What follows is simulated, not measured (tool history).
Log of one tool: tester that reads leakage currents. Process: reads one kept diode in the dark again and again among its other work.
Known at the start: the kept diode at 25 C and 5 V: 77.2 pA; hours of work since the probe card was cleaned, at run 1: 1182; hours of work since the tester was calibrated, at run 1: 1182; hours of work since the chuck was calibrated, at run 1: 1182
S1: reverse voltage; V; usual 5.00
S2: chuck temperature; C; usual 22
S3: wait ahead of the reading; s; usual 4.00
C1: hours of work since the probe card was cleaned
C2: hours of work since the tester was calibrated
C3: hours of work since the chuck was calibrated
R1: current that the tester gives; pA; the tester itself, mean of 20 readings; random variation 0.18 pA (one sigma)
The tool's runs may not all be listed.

run 1 hour=0.0 | S1=5.00 S2=22 S3=4.00 | C1=1182 C2=1182 C3=1182 | R1=56.47
run 2 hour=190.0 | S1=5.00 S2=22 S3=4.00 | C1=1309 C2=1309 C3=1309 | R1=56.41
run 3 hour=359.2 | S1=5.00 S2=22 S3=4.00 | C1=1423 C2=1423 C3=1423 | R1=55.76
run 4 hour=480.2 | S1=5.00 S2=22 S3=4.00 | C1=1504 C2=1504 C3=1504 | R1=55.78
run 5 hour=707.7 | S1=5.00 S2=22 S3=4.00 | C1=1656 C2=1656 C3=1656 | R1=55.64
run 6 hour=927.6 | S1=5.00 S2=22 S3=4.00 | C1=1804 C2=1804 C3=1804 | R1=55.19
run 7 hour=1098.4 | S1=5.00 S2=22 S3=4.00 | C1=1918 C2=1918 C3=1918 | R1=54.91
run 8 hour=1325.4 | S1=5.00 S2=21 S3=4.00 | C1=2070 C2=2070 C3=2070 | R1=50.12
-- hour=1493.2 chuck's temperature calibrated
run 9 hour=1515.3 | S1=5.00 S2=22 S3=0.42 | C1=2196 C2=2196 C3=15 | R1=64.14
run 10 hour=1608.6 | S1=5.00 S2=22 S3=0.42 | C1=2258 C2=2258 C3=77 | R1=64.33
run 11 hour=1715.1 | S1=5.00 S2=55 S3=4.00 | C1=2330 C2=2330 C3=149 | R1=915.24
run 12 hour=1937.7 | S1=5.00 S2=55 S3=4.00 | C1=2479 C2=2479 C3=298 | R1=905.00
run 13 hour=2077.1 | S1=5.00 S2=55 S3=4.00 | C1=2572 C2=2572 C3=391 | R1=900.49
run 14 hour=2249.0 | S1=5.00 S2=22 S3=4.00 | C1=2688 C2=2688 C3=506 | R1=61.40
run 15 hour=2352.7 | S1=5.00 S2=22 S3=4.00 | C1=2757 C2=2757 C3=576 | R1=61.27
run 16 hour=2569.4 | S1=5.00 S2=22 S3=4.00 | C1=2902 C2=2902 C3=721 | R1=60.91
run 17 hour=2667.9 | S1=4.39 S2=30 S3=4.00 | C1=2968 C2=2968 C3=787 | R1=111.41
run 18 hour=2802.6 | S1=5.00 S2=42 S3=1.31 | C1=3058 C2=3058 C3=877 | R1=321.99
run 19 hour=2990.2 | S1=4.20 S2=22 S3=1.44 | C1=3184 C2=3184 C3=1003 | R1=54.53
run 20 hour=3094.4 | S1=4.20 S2=22 S3=1.44 | C1=3254 C2=3254 C3=1073 | R1=54.18
run 21 hour=3210.6 | S1=5.00 S2=22 S3=4.00 | C1=3332 C2=3332 C3=1151 | R1=60.24
-- hour=3267.2 probe card cleaned and baked
-- hour=3328.2 tester calibrated
run 22 hour=3366.8 | S1=9.88 S2=22 S3=1.15 | C1=65 C2=26 C3=1252 | R1=81.01
run 23 hour=3577.4 | S1=9.88 S2=22 S3=1.15 | C1=207 C2=167 C3=1393 | R1=80.92
run 24 hour=3754.3 | S1=2.39 S2=33 S3=9.16 | C1=325 C2=285 C3=1512 | R1=94.77
run 25 hour=3886.9 | S1=2.39 S2=33 S3=9.16 | C1=414 C2=374 C3=1600 | R1=94.22
run 26 hour=4024.8 | S1=5.00 S2=22 S3=0.61 | C1=506 C2=467 C3=1693 | R1=54.68
run 27 hour=4180.2 | S1=4.03 S2=25 S3=1.28 | C1=610 C2=571 C3=1797 | R1=62.57
run 28 hour=4279.8 | S1=1.27 S2=22 S3=2.96 | C1=677 C2=638 C3=1864 | R1=24.63
run 29 hour=4447.6 | S1=1.27 S2=22 S3=2.96 | C1=790 C2=750 C3=1976 | R1=24.32

How the hidden state differs across the entries between the runs, from the last listed run before each to the first after it:
Between runs 8 and 9: chuck's temperature calibrated (hour 1493.2)
  stray current of the dirty probe card, pA a volt: 0.575 -> 0.61; current scale over the true one, %: 0.36 -> 0.39; true chuck temperature over the reading, C: -1.41 -> 0.1
  measured less the result without the state, R1: -3.64 -> +3.73 pA
Between runs 21 and 22: probe card cleaned and baked (hour 3267.2); tester calibrated (hour 3328.2)
  stray current of the dirty probe card, pA a volt: 0.91 -> 0.047; current scale over the true one, %: 0.59 -> -0.07; true chuck temperature over the reading, C: -0.75 -> -0.82
  measured less the result without the state, R1: +0.86 -> -6.07 pA
